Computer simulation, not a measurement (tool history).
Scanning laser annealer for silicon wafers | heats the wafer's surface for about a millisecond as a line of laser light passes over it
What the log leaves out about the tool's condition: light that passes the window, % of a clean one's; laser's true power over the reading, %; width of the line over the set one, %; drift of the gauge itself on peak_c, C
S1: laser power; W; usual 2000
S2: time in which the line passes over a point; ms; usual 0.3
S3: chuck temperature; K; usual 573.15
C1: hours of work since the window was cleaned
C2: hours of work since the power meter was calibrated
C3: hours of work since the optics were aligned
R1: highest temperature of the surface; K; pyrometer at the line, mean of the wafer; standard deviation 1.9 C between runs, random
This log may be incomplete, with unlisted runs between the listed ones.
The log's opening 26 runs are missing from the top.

Run 27, hour 506.4: usual settings but S1 2176 W, S2 0.221 ms; C1 676; C2 1122; C3 856. Result: R1 1327.15 K.
Run 28, hour 530.2: usual settings but S1 2010 W, S2 0.271 ms, S3 553.15 K; C1 693; C2 1139; C3 873. Result: R1 1323.15 K.
Run 29, hour 541.4: usual settings but S1 2010 W, S2 0.312 ms, S3 584.15 K; C1 702; C2 1147; C3 882. Result: R1 1419.15 K.
Run 30, hour 563.2: usual settings but S1 2010 W, S2 0.312 ms, S3 584.15 K; C1 717; C2 1163; C3 897. Result: R1 1418.15 K.
Run 31, hour 575.3: usual settings but S1 2010 W, S2 0.312 ms, S3 584.15 K; C1 726; C2 1172; C3 906. Result: R1 1421.15 K.
Run 32, hour 590: usual settings but S1 2010 W, S2 0.29 ms, S3 542.15 K; C1 737; C2 1183; C3 917. Result: R1 1342.15 K.
Run 33, hour 610.3: usual settings but S1 2010 W, S2 0.29 ms, S3 586.15 K; C1 752; C2 1198; C3 932. Result: R1 1388.15 K.
Run 34, hour 626.1: usual settings but S1 1858 W, S2 0.253 ms; C1 763; C2 1209; C3 943. Result: R1 1255.15 K.
At hour 635.1: optics aligned, line set to its width.
Run 35, hour 643.1: usual settings but S1 1858 W, S2 0.287 ms; C1 772; C2 1218; C3 6. Result: R1 1311.15 K.
Run 36, hour 662.3: usual settings but S1 2134 W, S2 0.282 ms, S3 572.15 K; C1 786; C2 1232; C3 20. Result: R1 1422.15 K.
Run 37, hour 688.6: usual settings but S1 2005 W, S2 0.282 ms; C1 805; C2 1251; C3 39. Result: R1 1368.15 K.
Run 38, hour 699.5: usual settings but S1 2021 W, S2 0.272 ms, S3 567.15 K; C1 813; C2 1259; C3 47. Result: R1 1353.15 K.

Run 39 has not been measured yet. What should we expect?
Run 39, hour 717.3: usual settings but S1 2061 W; C1 826; C2 1272; C3 60. Result: R1 ?.

R1: 1417.15 K
Had the tool carried no hidden state, the very same run would have given R1 1442.15 K.

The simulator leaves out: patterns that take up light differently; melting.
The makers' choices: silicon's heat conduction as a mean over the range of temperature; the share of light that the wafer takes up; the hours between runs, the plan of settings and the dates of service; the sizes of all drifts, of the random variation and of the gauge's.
